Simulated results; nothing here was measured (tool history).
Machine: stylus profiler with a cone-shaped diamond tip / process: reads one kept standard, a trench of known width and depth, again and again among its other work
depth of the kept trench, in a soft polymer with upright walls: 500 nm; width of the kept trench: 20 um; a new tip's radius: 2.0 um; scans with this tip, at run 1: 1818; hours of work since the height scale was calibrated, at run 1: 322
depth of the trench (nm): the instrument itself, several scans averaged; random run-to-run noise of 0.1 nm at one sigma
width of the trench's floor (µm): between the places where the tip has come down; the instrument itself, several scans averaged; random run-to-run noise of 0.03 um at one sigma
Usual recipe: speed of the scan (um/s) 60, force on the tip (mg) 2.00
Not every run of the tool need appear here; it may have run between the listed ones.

run,day,speed of the scan (um/s),force on the tip (mg),scans with this tip,hours of work since the height scale was calibrated,depth of the trench (nm),width of the trench's floor (µm)
1,0.000,60,2.00,1818,322,507.67,16.93
2,0.804,60,2.00,1870,331,507.86,16.88
3,1.404,60,2.00,1908,338,507.67,16.89
4,1.779,60,2.00,1933,342,507.69,16.95
5,2.396,60,2.00,1972,350,507.68,16.89
6,3.242,60,2.00,2027,359,507.77,16.87
7,3.842,60,0.76,2066,366,504.33,16.67
8,4.538,60,2.00,2111,374,507.74,16.87
9,5.083,60,2.00,2146,380,507.65,16.87
10,5.767,60,2.00,2190,388,507.77,16.86
11,6.562,106,2.00,2242,397,507.63,16.72
12,7.088,106,1.24,2276,403,505.69,16.54
13,7.658,106,1.24,2313,410,505.92,16.53
14,8.354,60,4.94,2358,418,513.52,16.96
15,9.179,60,4.94,2411,427,513.46,16.92
16,9.908,60,4.94,2458,436,513.53,16.91
17,10.704,60,4.94,2510,445,513.85,16.87
18,11.054,60,4.94,2532,449,513.77,16.92
19,11.908,60,4.94,2587,458,513.67,16.90
20,12.742,60,2.00,2641,468,507.75,16.78
21,13.104,60,2.00,2665,472,507.97,16.82
22,13.558,60,2.00,2694,477,507.81,16.75
23,14.175,60,2.00,2734,484,508.18,16.81
24,14.608,60,2.00,2762,489,507.85,16.81
25,15.138,31,2.00,2796,495,507.87,16.93
26,15.812,31,2.00,2840,503,507.93,16.92
27,16.246,31,1.51,2868,508,506.75,16.90
28,16.788,31,1.51,2903,514,506.82,16.90
29,17.421,168,3.45,2944,522,510.94,16.56
30,18.075,67,5.51,2986,529,514.61,16.85
31,18.738,67,5.51,3029,537,514.79,16.87
32,19.279,67,5.51,3064,543,514.74,16.80
33,20.092,67,5.51,3116,552,514.84,16.84
34,20.817,67,5.51,3163,561,514.69,16.92
35,21.342,131,2.18,3197,567,508.23,16.51
36,21.692,40,2.00,3220,571,507.81,16.90
37,22.346,98,1.30,3262,578,506.12,16.48
38,22.804,19,1.18,3292,583,505.89,16.88
39,23.150,24,3.50,3314,587,510.96,16.90
40,23.838,36,1.92,3358,595,507.69,16.86

Here are 4 independent what-if runs from the current tool condition. What would each one return?
A,24.662,34,2.35,3412,605,?,?
B,24.662,16,2.00,3412,605,?,?
C,24.662,60,1.51,3412,605,?,?
D,24.662,87,1.89,3412,605,?,?

run,depth of the trench (nm),width of the trench's floor (µm)
A,508.61,16.89
B,507.82,16.94
C,506.61,16.71
D,507.64,16.63
Stripped of hidden state, with their random variation kept, the same runs would have yielded:
run,depth of the trench (nm),width of the trench's floor (µm)
A,507.67,17.26
B,506.88,17.31
C,505.66,17.08
D,506.70,17.00
